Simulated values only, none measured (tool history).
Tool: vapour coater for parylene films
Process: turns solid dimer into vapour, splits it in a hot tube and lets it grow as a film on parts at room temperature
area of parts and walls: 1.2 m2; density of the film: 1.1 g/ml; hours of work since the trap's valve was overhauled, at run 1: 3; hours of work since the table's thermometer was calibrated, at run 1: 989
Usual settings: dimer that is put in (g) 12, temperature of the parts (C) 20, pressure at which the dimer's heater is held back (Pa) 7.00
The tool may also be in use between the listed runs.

run    hour  dimer that is put in (g)  temperature of the parts (C)  pressure at which the dimer's heater is held back (Pa)  hours of work since the trap's valve was overhauled  hours of work since the table's thermometer was calibrated  thickness of the film (nm)
  1     0.0                        12                            20                                                    7.00                                                    3                                                         989                        4800
  2    56.4                        12                            20                                                    7.00                                                   35                                                        1021                        4810
  3   109.7                        12                            20                                                    7.00                                                   65                                                        1051                        4760
  4   154.4                        12                            20                                                    7.00                                                   91                                                        1077                        4700
  5   208.9                        12                            31                                                    7.00                                                  121                                                        1108                        3150
  6   252.7                        12                            31                                                    7.00                                                  146                                                        1133                        3150
  7   296.3                        12                            31                                                    7.00                                                  171                                                        1157                        3180
  8   354.8                        12                            31                                                    7.00                                                  204                                                        1190                        3130
  9   413.2                        12                            20                                                    2.95                                                  237                                                        1223                        5260
 10   446.4                        12                            20                                                    7.00                                                  256                                                        1242                        4640
 11   481.4                        12                            20                                                    7.00                                                  276                                                        1262                        4660
 12   531.9                        12                            20                                                    2.44                                                  304                                                        1291                        5370
 13   558.7                        12                            20                                                    2.44                                                  320                                                        1306                        5310
 14   592.8                        12                            20                                                    5.58                                                  339                                                        1325                        4830
 15   629.9                        12                            20                                                    5.58                                                  360                                                        1346                        4790
      637.3  -- trap's valve overhauled
      638.3  -- table's thermometer calibrated
 16   686.5                        10                            16                                                    6.87                                                   27                                                          27                        4410
 17   722.8                         8                            20                                                    4.48                                                   48                                                          48                        3200
 18   752.8                         8                            20                                                    4.48                                                   65                                                          65                        3200
 19   779.6                         7                            13                                                    5.31                                                   80                                                          80                        3540
 20   825.4                         7                            13                                                    5.31                                                  106                                                         106                        3520
 21   855.9                         7                            13                                                    5.31                                                  123                                                         123                        3530
 22   903.6                         7                            13                                                    5.31                                                  150                                                         150                        3530
 23   933.3                         7                            13                                                    5.31                                                  167                                                         167                        3500
 24   981.9                         7                            23                                                    7.00                                                  195                                                         195                        2340
 25  1039.8                        12                            20                                                    6.96                                                  227                                                         227                        4470
 26  1065.3                        12                            20                                                    6.96                                                  242                                                         242                        4480
 27  1097.8                         7                            24                                                   11.17                                                  260                                                         260                        2100
 28  1151.1                         7                            29                                                    2.97                                                  290                                                         290                        2080
 29  1184.1                         9                            12                                                    5.94                                                  309                                                         309                        4560

Hidden state at the last listed run before each entry between runs and at the first one after, where it differs:
Between runs 15 and 16: trap's valve overhauled (hour 637.3); table's thermometer calibrated (hour 638.3)
  vapour lost through the trap's worn valve, %: 4.6 -> 0.6; true temperature of the parts over the reading, C: -1.72 -> -0.02
  measured less the result without the state, thickness of the film (nm): +80 -> -30
